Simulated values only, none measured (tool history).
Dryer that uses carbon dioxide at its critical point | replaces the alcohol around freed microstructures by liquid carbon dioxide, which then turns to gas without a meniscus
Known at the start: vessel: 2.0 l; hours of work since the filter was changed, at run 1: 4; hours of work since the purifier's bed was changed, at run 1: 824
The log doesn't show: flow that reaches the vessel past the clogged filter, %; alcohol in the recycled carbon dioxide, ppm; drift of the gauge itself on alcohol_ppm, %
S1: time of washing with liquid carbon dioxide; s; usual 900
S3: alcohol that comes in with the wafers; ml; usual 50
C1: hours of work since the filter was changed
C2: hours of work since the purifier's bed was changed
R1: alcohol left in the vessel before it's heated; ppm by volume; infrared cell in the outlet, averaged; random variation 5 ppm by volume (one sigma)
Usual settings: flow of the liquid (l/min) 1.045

run 1 hour=0 | S1=900 flow_of_the_liquid_(l/min)=1.045 S3=50 | C1=4 C2=824 | R1=146
run 2 hour=53.2 | S1=900 flow_of_the_liquid_(l/min)=1.045 S3=50 | C1=28 C2=848 | R1=153
run 3 hour=99.8 | S1=900 flow_of_the_liquid_(l/min)=1.045 S3=50 | C1=49 C2=869 | R1=149
run 4 hour=132.7 | S1=840 flow_of_the_liquid_(l/min)=1.045 S3=50 | C1=63 C2=884 | R1=191
run 5 hour=159.1 | S1=900 flow_of_the_liquid_(l/min)=1.03 S3=50 | C1=75 C2=896 | R1=170
run 6 hour=199.8 | S1=900 flow_of_the_liquid_(l/min)=1.045 S3=29 | C1=94 C2=914 | R1=143
run 7 hour=233.6 | S1=900 flow_of_the_liquid_(l/min)=1.045 S3=29 | C1=109 C2=930 | R1=148
run 8 hour=283.5 | S1=900 flow_of_the_liquid_(l/min)=1.045 S3=23 | C1=131 C2=952 | R1=147
run 9 hour=322.7 | S1=900 flow_of_the_liquid_(l/min)=1.045 S3=23 | C1=149 C2=970 | R1=164
run 10 hour=350.1 | S1=900 flow_of_the_liquid_(l/min)=1.045 S3=23 | C1=161 C2=982 | R1=152
run 11 hour=378.4 | S1=900 flow_of_the_liquid_(l/min)=1.045 S3=23 | C1=174 C2=995 | R1=159
run 12 hour=405.3 | S1=900 flow_of_the_liquid_(l/min)=1.045 S3=23 | C1=186 C2=1007 | R1=167
run 13 hour=461.1 | S1=840 flow_of_the_liquid_(l/min)=1.045 S3=23 | C1=211 C2=1032 | R1=188
run 14 hour=500.8 | S1=1020 flow_of_the_liquid_(l/min)=0.85 S3=38 | C1=229 C2=1050 | R1=264
-- hour=504.8 inlet filter changed
run 15 hour=549 | S1=1020 flow_of_the_liquid_(l/min)=0.85 S3=38 | C1=20 C2=1071 | R1=191
run 16 hour=592.8 | S1=960 flow_of_the_liquid_(l/min)=0.73 S3=22 | C1=40 C2=1091 | R1=233
run 17 hour=617.2 | S1=1020 flow_of_the_liquid_(l/min)=1.25 S3=33 | C1=51 C2=1102 | R1=144
-- hour=653.8 purifier's bed changed
run 18 hour=665.5 | S1=1080 flow_of_the_liquid_(l/min)=1.045 S3=25 | C1=71 C2=5 | R1=9
run 19 hour=710.8 | S1=600 flow_of_the_liquid_(l/min)=1.045 S3=43 | C1=91 C2=26 | R1=405
run 20 hour=734.7 | S1=900 flow_of_the_liquid_(l/min)=0.76 S3=44 | C1=102 C2=36 | R1=315
run 21 hour=765.7 | S1=600 flow_of_the_liquid_(l/min)=0.94 S3=51 | C1=116 C2=50 | R1=751
run 22 hour=819 | S1=720 flow_of_the_liquid_(l/min)=0.7 S3=22 | C1=140 C2=74 | R1=540
run 23 hour=850.6 | S1=1260 flow_of_the_liquid_(l/min)=0.89 S3=104 | C1=154 C2=89 | R1=69

Run 24 comes next. What will it give?
run 24 hour=893.4 | S1=1020 flow_of_the_liquid_(l/min)=0.86 S3=44 | C1=173 C2=108 | R1=?

Run 24 gave R1 136 ppm by volume.
Without the tool's hidden state the same run would have given R1 65 ppm by volume.

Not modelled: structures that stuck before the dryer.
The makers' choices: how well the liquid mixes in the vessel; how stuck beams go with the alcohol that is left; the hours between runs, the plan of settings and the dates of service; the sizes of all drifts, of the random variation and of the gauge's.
